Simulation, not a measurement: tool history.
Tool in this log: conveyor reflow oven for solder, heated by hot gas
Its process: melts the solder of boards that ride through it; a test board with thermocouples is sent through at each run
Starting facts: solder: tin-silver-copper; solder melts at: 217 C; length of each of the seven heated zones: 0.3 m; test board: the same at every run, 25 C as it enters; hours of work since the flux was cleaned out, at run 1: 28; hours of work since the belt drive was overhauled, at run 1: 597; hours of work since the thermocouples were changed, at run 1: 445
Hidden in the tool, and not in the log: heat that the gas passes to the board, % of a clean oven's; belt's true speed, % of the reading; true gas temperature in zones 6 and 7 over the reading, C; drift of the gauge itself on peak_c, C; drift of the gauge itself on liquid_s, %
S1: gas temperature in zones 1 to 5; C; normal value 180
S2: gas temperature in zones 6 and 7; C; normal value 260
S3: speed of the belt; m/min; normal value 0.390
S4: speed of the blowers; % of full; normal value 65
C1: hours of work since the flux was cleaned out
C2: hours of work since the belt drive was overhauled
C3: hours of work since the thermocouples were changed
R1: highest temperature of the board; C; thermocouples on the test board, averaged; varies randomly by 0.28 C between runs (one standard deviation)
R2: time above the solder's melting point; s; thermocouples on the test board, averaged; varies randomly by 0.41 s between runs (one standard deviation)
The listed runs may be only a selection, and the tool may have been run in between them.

run,hour,S1,S2,S3,S4,C1,C2,C3,R1,R2
1,0.0,180,260,0.390,65,28,597,445,245.7,66.3
2,69.4,180,260,0.390,65,75,644,492,246.1,66.5
3,126.5,180,260,0.390,65,114,683,530,245.8,65.6
4,185.6,180,260,0.390,65,154,723,571,245.7,65.9
5,221.5,180,260,0.390,65,178,747,595,246.4,66.1
6,287.6,180,260,0.390,65,223,792,640,245.8,65.6
7,359.3,180,260,0.355,65,272,841,689,247.8,76.3
8,401.3,180,260,0.355,65,301,870,717,248.0,75.9
9,455.1,180,260,0.390,69,337,906,754,246.6,67.4
# hour 479.4: thermocouples of zones 6 and 7 changed
10,536.2,191,260,0.390,69,391,960,39,248.8,75.1
11,594.7,180,260,0.390,65,431,1000,78,245.6,66.4
# hour 618.0: flux residue cleaned out of gas plates and filters
12,639.5,180,260,0.390,65,15,1027,105,245.5,65.7
13,675.6,180,260,0.390,65,39,1051,130,246.4,66.4
14,721.6,180,260,0.390,65,70,1082,161,245.3,65.7
# hour 750.0: belt drive overhauled, speed set with a stopwatch
15,794.2,180,260,0.390,65,117,30,208,245.6,66.1
16,867.4,180,260,0.390,65,167,80,258,245.8,65.6
17,903.8,185,260,0.317,77,191,105,282,253.2,95.5
18,972.3,185,260,0.317,77,238,151,329,253.8,95.7
19,1021.9,167,254,0.383,68,272,185,363,239.6,54.6
20,1072.0,167,254,0.383,68,306,219,397,239.6,54.4
21,1121.3,167,254,0.383,68,339,252,430,240.0,54.8
22,1202.2,167,254,0.383,68,394,307,485,239.9,54.5
23,1264.9,170,260,0.390,88,437,350,528,249.1,67.2
# hour 1276.6: flux residue cleaned out of gas plates and filters
24,1340.0,191,267,0.325,78,43,398,575,260.4,101.5
25,1389.9,187,267,0.328,78,77,431,609,259.5,97.5
26,1468.9,184,263,0.452,87,131,485,663,250.4,62.4
27,1531.6,176,270,0.390,65,173,528,706,253.4,71.6
28,1603.3,180,260,0.390,60,222,576,754,244.3,63.2
# hour 1626.5: thermocouples of zones 6 and 7 changed
29,1655.6,188,260,0.390,78,256,611,20,249.8,75.0
30,1713.2,183,256,0.381,62,295,650,59,242.9,66.0
31,1753.3,183,256,0.381,62,323,677,86,243.3,66.7

Hidden state at the last listed run before each entry between runs and at the first one after, where it differs:
Runs 9 to 10: thermocouples of zones 6 and 7 changed (hour 479.4)
  belt's true speed, % of the reading: 99.97 -> 99.96; true gas temperature in zones 6 and 7 over the reading, C: -0.05 -> 0
Runs 11 to 12: flux residue cleaned out of gas plates and filters (hour 618.0)
  heat that the gas passes to the board, % of a clean oven's: 99.7 -> 100
Runs 14 to 15: belt drive overhauled, speed set with a stopwatch (hour 750.0)
  heat that the gas passes to the board, % of a clean oven's: 100 -> 99.9; belt's true speed, % of the reading: 99.96 -> 100
Runs 23 to 24: flux residue cleaned out of gas plates and filters (hour 1276.6)
  heat that the gas passes to the board, % of a clean oven's: 99.7 -> 100
Runs 28 to 29: thermocouples of zones 6 and 7 changed (hour 1626.5)
  heat that the gas passes to the board, % of a clean oven's: 99.9 -> 99.8; true gas temperature in zones 6 and 7 over the reading, C: -0.04 -> 0
